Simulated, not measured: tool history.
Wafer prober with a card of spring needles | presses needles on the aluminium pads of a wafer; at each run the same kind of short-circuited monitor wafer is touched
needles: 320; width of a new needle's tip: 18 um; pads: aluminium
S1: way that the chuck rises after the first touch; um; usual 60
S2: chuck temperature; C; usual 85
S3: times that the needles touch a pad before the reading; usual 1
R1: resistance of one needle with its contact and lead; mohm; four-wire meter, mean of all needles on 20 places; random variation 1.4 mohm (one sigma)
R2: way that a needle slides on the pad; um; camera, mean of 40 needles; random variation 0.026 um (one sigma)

run   hour  S1   S2  S3   R1     R2
  1      0  60   85   1  117  16.64
  2    8.5  60   62   1  111  16.61
      12.1  -- tips cleaned on abrasive film
  3   16.1  60   62   1  114  16.57
  4   24.3  60   57   1  111  16.59
  5   28.4  60  105   1  120  16.64
  6   36.8  60  105   1  119  16.54
  7   42.6  60   85   1  118  16.56
  8     47  60   85   2  118  16.56
      47.8  -- tips cleaned on abrasive film
  9   53.3  60   36   1  111  16.59
 10   61.6  60   36   1  112  16.61
 11     66  57   85   1  120  15.69
 12   75.1  60   85   1  116  16.59
 13   82.6  60   85   1  118  16.56
      83.2  -- tips cleaned on abrasive film
 14   87.9  49   85   1  120  13.57
 15   93.7  60   85   1  117   16.6
 16  103.8  60   85   1  116  16.57
 17  110.6  60   85   1  118  16.58
     118.4  -- tips cleaned on abrasive film
 18  119.4  60   85   1  115  16.54
 19    124  60   85   1  118  16.62
 20    134  67   42   1  106  18.52
 21  140.7  67   42   1  111  18.55
 22  150.3  67   42   1  108  18.53
     154.2  -- tips cleaned on abrasive film
 23    156  42   85   1  126   11.6
 24  161.7  66  108   2  120  18.28
 25  169.7  43   48   1  119  11.91
 26  176.8  48   93   1  125  13.28
 27  183.1  67   85   1  116  18.51
 28  189.1  67   85   1  114  18.59
     189.9  -- tips cleaned on abrasive film
 29  194.6  67   85   1  114  18.53
 30  200.5  60   34   2  108  16.61
 31  206.1  60   63   1  113   16.6
 32  213.6  60   63   1  114   16.6
 33  217.9  42   70   1  125  11.63
 34  222.7  42   70   1  121  11.61
     225.4  -- tips cleaned on abrasive film
 35  229.4  59   38   2  111  16.29

4 ways to go on from here, each from the tool as it stands after run 35. What would each give?
  A  236.6  60  85   1   ?   ?
  B  236.6  50  67   2   ?   ?
  C  236.6  45  38   2   ?   ?
  D  236.6  59  34   2   ?   ?

run   R1     R2
  A  117  16.63
  B  119  13.81
  C  117  12.46
  D  109  16.33
Without the tool's hidden state the same runs would have given:
run   R1     R2
  A  117  16.63
  B  118  13.81
  C  116  12.46
  D  109  16.33
